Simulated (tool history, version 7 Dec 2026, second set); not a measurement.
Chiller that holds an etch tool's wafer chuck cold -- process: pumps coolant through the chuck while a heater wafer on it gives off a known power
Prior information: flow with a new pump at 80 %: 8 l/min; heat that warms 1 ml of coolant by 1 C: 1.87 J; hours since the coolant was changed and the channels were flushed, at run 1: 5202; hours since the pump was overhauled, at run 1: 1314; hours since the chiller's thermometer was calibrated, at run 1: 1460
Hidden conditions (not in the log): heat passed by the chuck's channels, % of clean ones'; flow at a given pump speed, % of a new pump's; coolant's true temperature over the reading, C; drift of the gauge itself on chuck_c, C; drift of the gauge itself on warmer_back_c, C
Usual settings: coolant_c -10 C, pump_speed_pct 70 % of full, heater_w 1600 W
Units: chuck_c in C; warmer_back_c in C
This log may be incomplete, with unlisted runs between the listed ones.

run    hour  coolant_c  pump_speed_pct  heater_w  hours since the coolant was changed and the channels were flushed  hours since the pump was overhauled  hours since the chiller's thermometer was calibrated  chuck_c  warmer_back_c
  1     0.0        -10              70      1600                                                               5202                                 1314                                                  1460     11.8           7.38
  2    44.9        -10              70      1600                                                               5247                                 1359                                                  1505     11.6           7.40
  3    78.9        -10              70      1600                                                               5281                                 1393                                                  1539     11.6           7.47
  4   104.4        -10              63      1600                                                               5307                                 1418                                                  1564     13.5           8.28
  5   147.0        -10              63      1600                                                               5349                                 1461                                                  1607     13.6           8.28
  6   168.9        -10              63      1107                                                               5371                                 1483                                                  1629      6.1           5.74
  7   194.9        -10              63      1441                                                               5397                                 1509                                                  1655     11.1           7.40
  8   224.7        -10              63      1441                                                               5427                                 1538                                                  1685     11.3           7.42
  9   262.4        -10              70      1838                                                               5465                                 1576                                                  1722     14.9           8.47
 10   307.6        -10              70      1838                                                               5510                                 1621                                                  1768     15.0           8.53
 11   357.0        -10              70      1600                                                               5559                                 1671                                                  1817     11.7           7.42
 12   395.5        -10              70      1600                                                               5598                                 1709                                                  1855     12.0           7.43
 13   423.4        -10              70      1600                                                               5626                                 1737                                                  1883     11.8           7.46
 14   460.1        -10              82      1600                                                               5662                                 1774                                                  1920      9.1           6.32
 15   483.5        -10              82      1600                                                               5686                                 1797                                                  1943      9.4           6.37
 16   513.0         -1              85      1600                                                               5715                                 1827                                                  1973     17.7           6.07
 17   536.1         -1              85      1600                                                               5738                                 1850                                                  1996     17.7           6.12
 18   586.0        -10              70      1769                                                               5788                                 1900                                                  2046     14.0           8.23
 19   624.3         -6              74      1923                                                               5826                                 1938                                                  2084     19.2           8.47
 20   667.0         -6              74      1923                                                               5869                                 1981                                                  2127     19.2           8.49
 21   691.7         -6              74      1923                                                               5894                                 2005                                                  2152     19.2           8.39
 22   725.1        -10              70       910                                                               5927                                 2039                                                  2185      2.4           4.26
 23   771.1        -17              96      1052                                                               5973                                 2085                                                  2231     -5.7           3.54
 24   815.5         -1              73      1475                                                               6018                                 2129                                                  2275     18.5           6.58
 25   846.4        -10              70      1593                                                               6049                                 2160                                                  2306     11.8           7.43
 26   889.7        -11             100      1808                                                               6092                                 2204                                                  2350      8.0           5.90
 27   928.8        -11             100      1808                                                               6131                                 2243                                                  2389      7.9           5.94
 28   975.9        -11             100      1808                                                               6178                                 2290                                                  2436      7.8           5.89
 29  1023.4        -13              83      1960                                                               6226                                 2337                                                  2483     10.7           7.73

Hidden state or all else? Some run-to-run changes of chuck_c, split into what the settings, what came in and random variation would give without the hidden state, and what is left for the hidden state (with any gauge scatter that isn't in both results):
Run 21 -> 22: coolant_c -6 -> -10, pump_speed_pct 74 -> 70, heater_w 1923 -> 910. chuck_c -16.8 C: hidden state -1.0, all else -15.8.
Run 23 -> 24: coolant_c -17 -> -1, pump_speed_pct 96 -> 73, heater_w 1052 -> 1475. chuck_c +24.2 C: hidden state +0.7, all else +23.5.

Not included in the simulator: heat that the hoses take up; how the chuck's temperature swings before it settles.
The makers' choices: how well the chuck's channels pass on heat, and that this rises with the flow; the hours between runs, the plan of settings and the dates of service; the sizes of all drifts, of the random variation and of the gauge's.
